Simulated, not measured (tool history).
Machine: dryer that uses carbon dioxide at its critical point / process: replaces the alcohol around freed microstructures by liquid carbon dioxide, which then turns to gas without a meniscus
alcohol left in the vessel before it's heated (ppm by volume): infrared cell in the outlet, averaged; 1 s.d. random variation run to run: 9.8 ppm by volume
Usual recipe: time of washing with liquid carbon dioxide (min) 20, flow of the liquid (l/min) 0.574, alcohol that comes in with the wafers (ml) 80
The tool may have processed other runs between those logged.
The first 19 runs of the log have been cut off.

| run | hour | time of washing with liquid carbon dioxide (min) | flow of the liquid (l/min) | alcohol that comes in with the wafers (ml) | alcohol left in the vessel before it's heated (ppm by volume) |
|---|---|---|---|---|---|
| 20 | 147.1 | 20 | 0.429 | 80 | 1855 |
| 21 | 156.1 | 14 | 0.574 | 80 | 2304 |
| 22 | 161.7 | 20 | 0.486 | 80 | 1249 |
| 23 | 166.5 | 15 | 0.673 | 69 | 1006 |
| 24 | 174.5 | 28 | 0.865 | 114 | 37 |
| 25 | 183.5 | 28 | 0.865 | 114 | 32 |
| 26 | 190.7 | 14 | 0.502 | 45 | 1838 |
| 27 | 197.1 | 14 | 0.502 | 45 | 1835 |
| 28 | 202.3 | 26 | 0.574 | 21 | 78 |
| 29 | 211.5 | 32 | 0.528 | 22 | 59 |
| 30 | 222.9 | 13 | 0.869 | 45 | 463 |
| 31 | 227.6 | 13 | 0.869 | 45 | 460 |
| 32 | 235.4 | 13 | 0.869 | 45 | 472 |
| 33 | 241.3 | 13 | 0.869 | 45 | 492 |
| 34 | 250.3 | 14 | 0.897 | 72 | 505 |
| 35 | 255.6 | 18 | 0.574 | 82 | 1083 |
| 36 | 266.8 | 24 | 0.974 | 64 | 51 |

Run 37 comes next. What will it give?
| 37 | 274.6 | 24 | 0.974 | 64 | ? |

alcohol left in the vessel before it's heated (ppm by volume): 43
Without the tool's hidden state the same run would have given alcohol left in the vessel before it's heated (ppm by volume) 17.

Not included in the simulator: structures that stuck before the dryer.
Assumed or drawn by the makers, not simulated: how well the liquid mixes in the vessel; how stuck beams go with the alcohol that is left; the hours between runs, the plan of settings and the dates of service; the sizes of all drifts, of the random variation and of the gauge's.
